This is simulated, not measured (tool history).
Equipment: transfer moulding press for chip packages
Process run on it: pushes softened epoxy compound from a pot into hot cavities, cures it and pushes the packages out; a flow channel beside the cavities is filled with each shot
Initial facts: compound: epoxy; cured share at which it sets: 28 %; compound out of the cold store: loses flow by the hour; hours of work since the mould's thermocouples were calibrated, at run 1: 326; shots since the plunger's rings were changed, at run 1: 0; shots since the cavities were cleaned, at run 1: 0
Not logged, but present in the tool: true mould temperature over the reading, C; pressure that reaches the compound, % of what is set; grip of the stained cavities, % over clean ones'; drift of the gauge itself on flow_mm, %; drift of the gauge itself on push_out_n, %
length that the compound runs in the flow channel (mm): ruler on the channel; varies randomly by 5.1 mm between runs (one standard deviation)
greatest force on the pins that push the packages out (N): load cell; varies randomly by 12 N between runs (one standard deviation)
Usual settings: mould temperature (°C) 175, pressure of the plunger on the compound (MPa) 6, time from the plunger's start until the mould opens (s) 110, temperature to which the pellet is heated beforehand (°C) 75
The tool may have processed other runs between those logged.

run   hour  mould temperature (°C)  pressure of the plunger on the compound (MPa)  time from the plunger's start until the mould opens (s)  temperature to which the pellet is heated beforehand (°C)  hours of work since the mould's thermocouples were calibrated  shots since the plunger's rings were changed  shots since the cavities were cleaned  incoming compound's hours out of the cold store  length that the compound runs in the flow channel (mm)  greatest force on the pins that push the packages out (N)
  1      0                     175                                              6                                                      110                                                         75                                                            326                                             0                                      0                                             34.6                                                     594                                                        574
  2   16.1                     175                                              6                                                      110                                                         75                                                            338                                           222                                    222                                             10.2                                                     642                                                        724
  3   34.2                     175                                              6                                                      110                                                         75                                                            353                                           472                                    472                                               31                                                     603                                                        758
  4   41.6                     175                                              6                                                      110                                                         75                                                            358                                           575                                    575                                             11.5                                                     652                                                        849
  5   52.6                     175                                              6                                                      132                                                         75                                                            367                                           726                                    726                                               36                                                     583                                                        704
  6   66.1                     175                                              6                                                      132                                                         75                                                            378                                           912                                    912                                             31.1                                                     597                                                        718
  7   79.5                     175                                              6                                                      110                                                         75                                                            388                                          1099                                   1099                                             12.2                                                     648                                                        951
      82.1  -- cavities cleaned with cleaning compound and waxed
  8   98.7                     175                                            5.7                                                      110                                                         75                                                            402                                          1343                                    230                                             14.9                                                     620                                                       1061
  9  114.3                     175                                            5.7                                                      110                                                         75                                                            414                                          1558                                    445                                               27                                                     576                                                       1042
 10  127.1                     175                                            5.7                                                      110                                                         75                                                            424                                          1735                                    622                                             36.3                                                     556                                                       1016
     138.4  -- cavities cleaned with cleaning compound and waxed, once more
     140.4  -- mould's thermocouples calibrated
 11  143.2                     175                                            5.7                                                      110                                                         75                                                              2                                          1910                                     39                                             32.8                                                     567                                                        610
 12  159.1                     175                                              6                                                      117                                                         75                                                             15                                          2129                                    258                                               23                                                     608                                                        666
 13  175.7                     172                                              6                                                      110                                                         81                                                             28                                          2358                                    487                                             44.4                                                     572                                                        953
 14  184.8                     169                                           5.84                                                       91                                                         82                                                             35                                          2484                                    613                                             27.6                                                     597                                                       1932
 15  199.1                     173                                           5.98                                                      116                                                         69                                                             46                                          2682                                    811                                             33.5                                                     579                                                        917
 16  209.6                     168                                           6.89                                                      124                                                         82                                                             54                                          2827                                    956                                             11.9                                                     690                                                       1251
 17  223.3                     167                                              6                                                      110                                                         75                                                             65                                          3016                                   1145                                             17.5                                                     630                                                       1777
     226.2  -- cavities cleaned with cleaning compound and waxed
 18  237.7                     167                                              6                                                      110                                                         75                                                             75                                          3195                                    159                                             44.6                                                     568                                                       1229
 19  248.5                     167                                              6                                                      106                                                         75                                                             84                                          3343                                    307                                             37.6                                                     586                                                       1433
 20  265.1                     175                                              6                                                      150                                                         75                                                             97                                          3573                                    537                                             42.7                                                     554                                                        631
 21  279.8                     180                                              6                                                      110                                                         74                                                            108                                          3776                                    740                                             13.5                                                     601                                                        722
 22  293.3                     175                                           4.81                                                      132                                                         75                                                            119                                          3962                                    926                                             15.9                                                     539                                                        741
 23  302.4                     175                                           4.81                                                      132                                                         75                                                            126                                          4088                                   1052                                             39.9                                                     488                                                        707

What if the next run were any one of these 4? Each begins from the tool's condition after run 23:
     311.6  -- cavities cleaned with cleaning compound and waxed
  A  318.1                     170                                           4.81                                                      132                                                         75                                                            137                                          4284                                     90                                             33.3                                                       ?                                                          ?
     311.6  -- cavities cleaned with cleaning compound and waxed
  B  318.1                     175                                           4.81                                                      132                                                         78                                                            137                                          4284                                     90                                             14.3                                                       ?                                                          ?
     311.6  -- cavities cleaned with cleaning compound and waxed
  C  318.1                     175                                           4.81                                                      132                                                         85                                                            137                                          4284                                     90                                               30                                                       ?                                                          ?
     311.6  -- cavities cleaned with cleaning compound and waxed
  D  318.1                     175                                           4.81                                                       99                                                         75                                                            137                                          4284                                     90                                             41.5                                                       ?                                                          ?

run  length that the compound runs in the flow channel (mm)  greatest force on the pins that push the packages out (N)
  A                                                     520                                                        626
  B                                                     542                                                        513
  C                                                     509                                                        518
  D                                                     495                                                        765
With no hidden state in the tool, these same runs would have given:
run  length that the compound runs in the flow channel (mm)  greatest force on the pins that push the packages out (N)
  A                                                     559                                                        586
  B                                                     583                                                        472
  C                                                     547                                                        476
  D                                                     532                                                        720

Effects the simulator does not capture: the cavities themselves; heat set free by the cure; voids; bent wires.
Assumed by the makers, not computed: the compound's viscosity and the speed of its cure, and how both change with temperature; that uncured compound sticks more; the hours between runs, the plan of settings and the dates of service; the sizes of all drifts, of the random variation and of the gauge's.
